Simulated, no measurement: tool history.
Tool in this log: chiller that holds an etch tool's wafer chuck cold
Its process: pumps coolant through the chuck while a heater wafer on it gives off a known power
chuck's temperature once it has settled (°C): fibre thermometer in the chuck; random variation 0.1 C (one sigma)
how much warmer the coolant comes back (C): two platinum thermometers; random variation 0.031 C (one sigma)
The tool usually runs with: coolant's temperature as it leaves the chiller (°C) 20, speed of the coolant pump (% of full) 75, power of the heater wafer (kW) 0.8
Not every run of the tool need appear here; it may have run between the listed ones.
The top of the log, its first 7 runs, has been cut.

run,day,coolant's temperature as it leaves the chiller (°C),speed of the coolant pump (% of full),power of the heater wafer (kW),chuck's temperature once it has settled (°C),how much warmer the coolant comes back (C)
8,8.154,20,75,0.8,25.8,2.08
9,9.458,20,75,0.8,25.9,2.08
10,10.771,20,75,0.8,26,2.07
11,11.696,20,75,0.8,26.1,2.07
12,13.117,20,75,0.472,23.3,1.21
13,14.375,20,75,0.472,23.6,1.31
14,15.733,27,75,0.472,30.4,1.19
15,16.658,27,75,0.472,30.6,1.27
16,18.067,27,75,0.472,30.6,1.25
17,18.712,12,80,0.553,15.9,1.41
18,20.092,12,80,0.553,15.9,1.35
19,20.758,20,77,1.148,28.4,2.91

The next listed run, before its measurement:
20,21.675,13,86,0.692,?,?

{"run 20": {"chuck's temperature once it has settled (°C)": 17.6, "how much warmer the coolant comes back (C)": 1.55}}
If the tool had no hidden condition, the same run with the same run-to-run variation would have returned chuck's temperature once it has settled (°C) 17.6, how much warmer the coolant comes back (C) 1.55.
